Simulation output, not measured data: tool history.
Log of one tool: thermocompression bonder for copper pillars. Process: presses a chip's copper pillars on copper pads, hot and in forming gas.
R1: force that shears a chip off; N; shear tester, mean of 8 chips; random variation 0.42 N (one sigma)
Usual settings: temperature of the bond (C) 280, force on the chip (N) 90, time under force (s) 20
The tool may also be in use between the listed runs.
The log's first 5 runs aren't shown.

run 6 hour=159.4 | temperature_of_the_bond_(C)=280 force_on_the_chip_(N)=67 time_under_force_(s)=20 | R1=31.0
run 7 hour=183.8 | temperature_of_the_bond_(C)=280 force_on_the_chip_(N)=90 time_under_force_(s)=20 | R1=42.2
run 8 hour=223.0 | temperature_of_the_bond_(C)=280 force_on_the_chip_(N)=90 time_under_force_(s)=20 | R1=41.9
run 9 hour=255.0 | temperature_of_the_bond_(C)=280 force_on_the_chip_(N)=71 time_under_force_(s)=20 | R1=32.6
run 10 hour=295.5 | temperature_of_the_bond_(C)=280 force_on_the_chip_(N)=71 time_under_force_(s)=20 | R1=32.7
run 11 hour=327.5 | temperature_of_the_bond_(C)=256 force_on_the_chip_(N)=90 time_under_force_(s)=20 | R1=33.0
run 12 hour=358.5 | temperature_of_the_bond_(C)=256 force_on_the_chip_(N)=90 time_under_force_(s)=20 | R1=32.4
run 13 hour=387.9 | temperature_of_the_bond_(C)=280 force_on_the_chip_(N)=108 time_under_force_(s)=20 | R1=48.7
-- hour=397.1 heater calibrated with a thermocouple chip
run 14 hour=431.8 | temperature_of_the_bond_(C)=281 force_on_the_chip_(N)=108 time_under_force_(s)=20 | R1=50.7
-- hour=465.8 heater calibrated with a thermocouple chip, once more
run 15 hour=465.8 | temperature_of_the_bond_(C)=281 force_on_the_chip_(N)=108 time_under_force_(s)=20 | R1=45.1
run 16 hour=488.0 | temperature_of_the_bond_(C)=281 force_on_the_chip_(N)=108 time_under_force_(s)=20 | R1=45.0
run 17 hour=524.0 | temperature_of_the_bond_(C)=281 force_on_the_chip_(N)=108 time_under_force_(s)=20 | R1=44.0
run 18 hour=543.2 | temperature_of_the_bond_(C)=281 force_on_the_chip_(N)=108 time_under_force_(s)=20 | R1=44.7
run 19 hour=572.3 | temperature_of_the_bond_(C)=281 force_on_the_chip_(N)=108 time_under_force_(s)=20 | R1=44.4
run 20 hour=597.0 | temperature_of_the_bond_(C)=281 force_on_the_chip_(N)=108 time_under_force_(s)=20 | R1=44.4
run 21 hour=614.6 | temperature_of_the_bond_(C)=261 force_on_the_chip_(N)=90 time_under_force_(s)=59 | R1=44.2
-- hour=627.0 forming gas filter changed
run 22 hour=636.8 | temperature_of_the_bond_(C)=306 force_on_the_chip_(N)=90 time_under_force_(s)=20 | R1=50.4
run 23 hour=658.7 | temperature_of_the_bond_(C)=306 force_on_the_chip_(N)=90 time_under_force_(s)=20 | R1=50.4
run 24 hour=676.3 | temperature_of_the_bond_(C)=260 force_on_the_chip_(N)=131 time_under_force_(s)=20 | R1=46.2
run 25 hour=715.4 | temperature_of_the_bond_(C)=280 force_on_the_chip_(N)=97 time_under_force_(s)=21 | R1=43.1
run 26 hour=746.5 | temperature_of_the_bond_(C)=280 force_on_the_chip_(N)=97 time_under_force_(s)=21 | R1=42.8

The next listed run, before its measurement:
run 27 hour=771.8 | temperature_of_the_bond_(C)=260 force_on_the_chip_(N)=103 time_under_force_(s)=18 | R1=?

{"run 27": {"R1": 34.6}}
Without the tool's hidden state the same run would have given R1 36.0 N.

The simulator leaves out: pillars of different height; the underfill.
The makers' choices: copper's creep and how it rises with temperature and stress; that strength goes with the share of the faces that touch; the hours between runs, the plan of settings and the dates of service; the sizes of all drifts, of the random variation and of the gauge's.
